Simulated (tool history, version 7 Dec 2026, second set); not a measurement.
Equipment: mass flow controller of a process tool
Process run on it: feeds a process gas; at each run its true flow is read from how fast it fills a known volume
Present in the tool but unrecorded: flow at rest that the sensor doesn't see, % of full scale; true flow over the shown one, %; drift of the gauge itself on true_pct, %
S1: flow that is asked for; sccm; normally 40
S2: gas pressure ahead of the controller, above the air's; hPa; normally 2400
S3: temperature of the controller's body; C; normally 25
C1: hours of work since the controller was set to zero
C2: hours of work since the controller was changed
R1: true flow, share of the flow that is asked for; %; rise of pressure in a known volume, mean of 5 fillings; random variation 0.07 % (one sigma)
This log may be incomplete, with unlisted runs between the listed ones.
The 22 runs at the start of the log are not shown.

run	hour	S1	S2	S3	C1	C2	R1
23	2105.1	40	2400	25	2998	2998	96.54
24	2184	40	2400	25	3056	3056	96.37
25	2252.4	56	2470	34	3108	3108	96.32
26	2339.5	56	2470	34	3173	3173	96.28
27	2418.4	56	2470	34	3232	3232	96.13
28	2525.9	40	2800	25	3312	3312	96.18
29	2580.6	30	2760	21	3353	3353	95.93
30	2663.5	40	2400	25	3415	3415	95.96
31	2763.1	40	2630	25	3489	3489	95.82
32	2820.2	13	2470	23	3532	3532	95.08
33	2886.8	14	1880	23	3582	3582	95.2
34	3013.5	14	1880	23	3677	3677	95.14
35	3113.8	51	2640	23	3752	3752	96.15
36	3219	12	2480	33	3830	3830	94.3
37	3298.3	12	2560	33	3890	3890	94.16
38	3358.4	40	2070	25	3934	3934	95.56
39	3452.3	19	1660	32	4005	4005	94.53
40	3536.8	30	1770	24	4068	4068	95.27
41	3598.2	30	1770	24	4114	4114	95.3
# hour 3649.5: gauge calibrated
42	3686.8	30	1770	24	4180	4180	97.72
43	3797.3	30	1770	24	4262	4262	97.72
44	3915.3	30	1770	24	4351	4351	97.69
45	3999.8	11	1970	22	4414	4414	97.05
46	4095.1	11	1970	22	4485	4485	96.96
47	4186.7	12	1740	29	4554	4554	96.49

Branching from run 47: 5 alternative next runs. What would each branch give?
A	4299.9	14	2030	29	4638	4638	?
B	4299.9	23	1760	22	4638	4638	?
C	4299.9	14	2400	25	4638	4638	?
D	4299.9	17	2000	31	4638	4638	?
E	4299.9	14	1740	29	4638	4638	?

run	R1
A	96.35
B	97.2
C	96.59
D	96.41
E	96.48
What these runs would have given with no unlogged condition in the tool:
run	R1
A	96.82
B	97.66
C	97.06
D	96.88
E	96.95
